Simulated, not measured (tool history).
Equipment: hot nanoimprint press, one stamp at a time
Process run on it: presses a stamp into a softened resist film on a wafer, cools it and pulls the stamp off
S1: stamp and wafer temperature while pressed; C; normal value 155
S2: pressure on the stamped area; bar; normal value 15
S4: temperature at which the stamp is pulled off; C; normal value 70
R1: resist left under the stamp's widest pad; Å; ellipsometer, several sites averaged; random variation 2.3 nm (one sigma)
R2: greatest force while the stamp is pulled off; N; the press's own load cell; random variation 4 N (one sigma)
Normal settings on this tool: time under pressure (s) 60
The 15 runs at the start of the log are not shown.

{"run": 16, "day": 10.071, "S1": 155, "S2": 15, "time under pressure (s)": 60, "S4": 70, "R1": 3565, "R2": 204}
{"run": 17, "day": 10.688, "S1": 166, "S2": 12.4, "time under pressure (s)": 65, "S4": 59, "R1": 2461, "R2": 237}
{"run": 18, "day": 11.379, "S1": 166, "S2": 12.4, "time under pressure (s)": 65, "S4": 59, "R1": 2470, "R2": 249}
{"run": 19, "day": 12.042, "S1": 156, "S2": 15, "time under pressure (s)": 64, "S4": 70, "R1": 3339, "R2": 200}
{"run": 20, "day": 12.717, "S1": 156, "S2": 15, "time under pressure (s)": 64, "S4": 70, "R1": 3332, "R2": 211}
{"run": 21, "day": 13.379, "S1": 163, "S2": 9.4, "time under pressure (s)": 44, "S4": 57, "R1": 3556, "R2": 268}
{"run": 22, "day": 14.25, "S1": 159, "S2": 15, "time under pressure (s)": 60, "S4": 59, "R1": 3015, "R2": 259}
{"run": 23, "day": 15.225, "S1": 167, "S2": 17, "time under pressure (s)": 35, "S4": 71, "R1": 2621, "R2": 215}
{"day": 15.696, "done": "plate thermocouple calibrated"}
{"run": 24, "day": 16.217, "S1": 153, "S2": 15, "time under pressure (s)": 60, "S4": 70, "R1": 4162, "R2": 233}
{"run": 25, "day": 16.942, "S1": 161, "S2": 15, "time under pressure (s)": 60, "S4": 70, "R1": 3038, "R2": 217}
{"run": 26, "day": 17.662, "S1": 155, "S2": 14.8, "time under pressure (s)": 36, "S4": 71, "R1": 4519, "R2": 229}
{"run": 27, "day": 18.221, "S1": 155, "S2": 15, "time under pressure (s)": 60, "S4": 72, "R1": 3799, "R2": 227}
{"run": 28, "day": 18.858, "S1": 160, "S2": 18.4, "time under pressure (s)": 89, "S4": 78, "R1": 2458, "R2": 208}
{"run": 29, "day": 19.671, "S1": 160, "S2": 18.4, "time under pressure (s)": 89, "S4": 78, "R1": 2434, "R2": 205}
{"run": 30, "day": 20.371, "S1": 155, "S2": 15, "time under pressure (s)": 60, "S4": 66, "R1": 3849, "R2": 252}
{"day": 21.233, "done": "stamp cleaned and given a new release coat"}
{"run": 31, "day": 21.475, "S1": 155, "S2": 15, "time under pressure (s)": 34, "S4": 70, "R1": 4587, "R2": 191}

Consider 3 possible next runs. They are alternatives, not a sequence: every one starts from the tool as it was left by run 31. What does each give?
{"run": "A", "day": 22.05, "S1": 155, "S2": 10.4, "time under pressure (s)": 34, "S4": 72, "R1": "?", "R2": "?"}
{"run": "B", "day": 22.05, "S1": 144, "S2": 21, "time under pressure (s)": 34, "S4": 70, "R1": "?", "R2": "?"}
{"run": "C", "day": 22.05, "S1": 155, "S2": 15, "time under pressure (s)": 60, "S4": 73, "R1": "?", "R2": "?"}

run=A R1=5030 R2=194
run=B R1=5673 R2=207
run=C R1=3791 R2=190
Without the tool's unlogged condition, the same runs would have read:
run=A R1=5037 R2=192
run=B R1=5668 R2=205
run=C R1=3790 R2=188
